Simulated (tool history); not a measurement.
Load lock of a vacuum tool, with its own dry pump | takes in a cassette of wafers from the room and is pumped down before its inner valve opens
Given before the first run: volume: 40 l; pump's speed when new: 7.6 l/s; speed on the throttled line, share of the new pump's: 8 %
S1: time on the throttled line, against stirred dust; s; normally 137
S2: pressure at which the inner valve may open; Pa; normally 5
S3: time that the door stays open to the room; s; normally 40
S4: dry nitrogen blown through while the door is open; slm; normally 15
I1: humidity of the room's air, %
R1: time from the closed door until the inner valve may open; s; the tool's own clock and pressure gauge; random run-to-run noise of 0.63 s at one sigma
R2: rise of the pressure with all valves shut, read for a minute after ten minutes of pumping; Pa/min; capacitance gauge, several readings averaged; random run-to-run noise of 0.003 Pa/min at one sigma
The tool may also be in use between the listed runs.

run	hour	S1	S2	S3	S4	I1	R1	R2
1	0	137	5	40	15	49.1	185.3	0.038
2	81.5	137	5	40	15	43.8	185.5	0.028
3	236.3	137	5	40	15	41.4	185.3	0.033
4	363.5	137	5	40	15	44	185.2	0.034
5	482.5	137	5	40	15	42	185.1	0.03
6	571.2	137	5	40	15	48	184.4	0.031
7	642.5	137	9	40	15	44.5	181.7	0.036
8	740.2	137	10	53	42	45.3	181.8	0.023
9	831.9	103	9	132	18	42.9	150.5	0.053

What will run 10 give?
10	919.4	174	4	40	15	43.8	?	?

R1: 220.8 s
R2: 0.036 Pa/min
Take away the tool's hidden state, keep the run-to-run variation as it was, and the same run would have given R1 214.1 s, R2 0.028 Pa/min.

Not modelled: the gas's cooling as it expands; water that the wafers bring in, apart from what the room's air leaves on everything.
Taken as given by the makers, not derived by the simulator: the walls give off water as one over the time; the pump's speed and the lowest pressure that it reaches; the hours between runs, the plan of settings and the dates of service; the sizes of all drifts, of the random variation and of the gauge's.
